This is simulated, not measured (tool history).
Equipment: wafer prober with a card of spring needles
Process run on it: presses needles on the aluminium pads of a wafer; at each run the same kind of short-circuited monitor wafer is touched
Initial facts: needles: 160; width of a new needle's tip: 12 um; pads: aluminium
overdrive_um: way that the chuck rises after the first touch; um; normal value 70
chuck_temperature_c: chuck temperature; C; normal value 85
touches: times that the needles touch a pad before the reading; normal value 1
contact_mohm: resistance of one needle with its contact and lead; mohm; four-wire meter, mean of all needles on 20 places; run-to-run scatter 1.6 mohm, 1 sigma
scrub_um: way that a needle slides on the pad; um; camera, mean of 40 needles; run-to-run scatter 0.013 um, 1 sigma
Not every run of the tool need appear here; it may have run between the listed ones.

| run | day | overdrive_um | chuck_temperature_c | touches | contact_mohm | scrub_um |
|---|---|---|---|---|---|---|
| 1 | 0 | 70 | 85 | 1 | 164 | 14.37 |
| 2 | 0.229 | 70 | 85 | 1 | 186 | 14.42 |
| 3 | 0.646 | 78 | 85 | 1 | 198 | 16.03 |
| 4 | 0.958 | 78 | 85 | 1 | 187 | 16.02 |
| 5 | 1.329 | 64 | 85 | 1 | 211 | 13.15 |
| 6 | 1.504 | 64 | 85 | 1 | 210 | 13.12 |
| 7 | 1.854 | 64 | 85 | 1 | 202 | 13.13 |
| 8 | 2.108 | 64 | 85 | 2 | 191 | 13.12 |
| 9 | 2.421 | 70 | 85 | 1 | 179 | 14.32 |
| 10 | 2.717 | 70 | 85 | 1 | 196 | 14.33 |
| 11 | 3.138 | 70 | 85 | 1 | 176 | 14.31 |
| 12 | 3.417 | 70 | 85 | 1 | 198 | 14.3 |
| 13 | 3.704 | 69 | 85 | 1 | 206 | 14.09 |
| 14 | 3.992 | 69 | 85 | 1 | 184 | 14.07 |
| 15 | 4.208 | 69 | 85 | 1 | 199 | 14.07 |
| 16 | 4.475 | 69 | 85 | 1 | 204 | 14.09 |
| 17 | 4.654 | 69 | 85 | 1 | 173 | 14.03 |
| 18 | 5.029 | 59 | 79 | 2 | 193 | 12 |
| 19 | 5.312 | 88 | 38 | 2 | 171 | 17.96 |
| 20 | 5.488 | 70 | 85 | 3 | 172 | 14.26 |
| 21 | 5.712 | 70 | 95 | 3 | 178 | 14.25 |
| 22 | 6.042 | 85 | 85 | 3 | 174 | 17.33 |
| 23 | 6.438 | 68 | 75 | 2 | 178 | 13.78 |
| 24 | 6.788 | 68 | 75 | 2 | 184 | 13.77 |
| 25 | 7.188 | 53 | 108 | 2 | 201 | 10.94 |
| 26 | 7.596 | 53 | 108 | 2 | 205 | 10.96 |
| 27 | 7.842 | 77 | 58 | 1 | 180 | 15.84 |
| 28 | 8.062 | 77 | 58 | 1 | 187 | 15.86 |
| 29 | 8.379 | 54 | 67 | 2 | 200 | 11.11 |
| 30 | 8.633 | 55 | 41 | 1 | 201 | 11.29 |
| 31 | 8.929 | 55 | 41 | 1 | 222 | 11.3 |

The log once held 12 entries between its listed runs, left out of this copy. Where does each go, and what is different about the tool's unlogged condition between the listed run before it and the listed run after it?
Between runs 3 and 4: tips cleaned on abrasive film (day 0.771)
  debris on the tips, nm: 200.6 -> 125.6; way that the needles fall short of the set height, um: 0.25 -> 0.36; tips' diameter, um: 12.44 -> 12.48
  what was measured, less what the result would be without the hidden state, contact_mohm: +39 -> +25 mohm; scrub_um: -0.05 -> -0.07 um
Between runs 6 and 7: tips cleaned on abrasive film (day 1.538)
  debris on the tips, nm: 204.9 -> 162.5; way that the needles fall short of the set height, um: 0.36 -> 0.44; tips' diameter, um: 12.48 -> 12.51
  what was measured, less what the result would be without the hidden state, contact_mohm: +50 -> +40 mohm; scrub_um: -0.07 -> -0.09 um
Between runs 8 and 9: tips cleaned on abrasive film (day 2.3)
  debris on the tips, nm: 196.3 -> 102.5; way that the needles fall short of the set height, um: 0.44 -> 0.58; tips' diameter, um: 12.51 -> 12.56
  what was measured, less what the result would be without the hidden state, contact_mohm: +30 -> +22 mohm; scrub_um: -0.09 -> -0.12 um
Between runs 10 and 11: tips cleaned on abrasive film (day 3.058)
  debris on the tips, nm: 181.5 -> 87; way that the needles fall short of the set height, um: 0.58 -> 0.71; tips' diameter, um: 12.56 -> 12.6
  what was measured, less what the result would be without the hidden state, contact_mohm: +38 -> +18 mohm; scrub_um: -0.12 -> -0.14 um
Between runs 13 and 14: tips cleaned on abrasive film (day 3.821)
  debris on the tips, nm: 201.5 -> 116.9; way that the needles fall short of the set height, um: 0.71 -> 0.81; tips' diameter, um: 12.6 -> 12.64
  what was measured, less what the result would be without the hidden state, contact_mohm: +45 -> +26 mohm; scrub_um: -0.15 -> -0.16 um
Between runs 16 and 17: tips cleaned on abrasive film (day 4.588)
  debris on the tips, nm: 200.5 -> 67.3; way that the needles fall short of the set height, um: 0.81 -> 0.94; tips' diameter, um: 12.64 -> 12.68
  what was measured, less what the result would be without the hidden state, contact_mohm: +45 -> +15 mohm; scrub_um: -0.16 -> -0.19 um
Between runs 19 and 20: tips cleaned on abrasive film (day 5.354)
  debris on the tips, nm: 203.7 -> 113.5; way that the needles fall short of the set height, um: 0.94 -> 1.04; tips' diameter, um: 12.68 -> 12.72
  what was measured, less what the result would be without the hidden state, contact_mohm: +22 -> +9 mohm; scrub_um: -0.2 -> -0.22 um
Between runs 22 and 23: tips cleaned on abrasive film (day 6.138)
  debris on the tips, nm: 203.5 -> 158.3; way that the needles fall short of the set height, um: 1.04 -> 1.19; tips' diameter, um: 12.72 -> 12.77
  what was measured, less what the result would be without the hidden state, contact_mohm: +14 -> +23 mohm; scrub_um: -0.22 -> -0.25 um
Between runs 24 and 25: tips cleaned on abrasive film (day 6.904); height of the first contact set anew (day 6.971)
  debris on the tips, nm: 200.7 -> 157.5; way that the needles fall short of the set height, um: 1.19 -> 0; tips' diameter, um: 12.77 -> 12.8
  what was measured, less what the result would be without the hidden state, contact_mohm: +28 -> +32 mohm; scrub_um: -0.25 -> +0 um
Between runs 26 and 27: tips cleaned on abrasive film (day 7.675)
  debris on the tips, nm: 203.1 -> 125; way that the needles fall short of the set height, um: 0 -> 0.14; tips' diameter, um: 12.8 -> 12.85
  what was measured, less what the result would be without the hidden state, contact_mohm: +40 -> +24 mohm; scrub_um: +0 -> -0.03 um
Between runs 29 and 30: tips cleaned on abrasive film (day 8.442)
  debris on the tips, nm: 203.7 -> 136.4; way that the needles fall short of the set height, um: 0.14 -> 0.28; tips' diameter, um: 12.85 -> 12.9
  what was measured, less what the result would be without the hidden state, contact_mohm: +42 -> +48 mohm; scrub_um: -0.03 -> -0.06 um
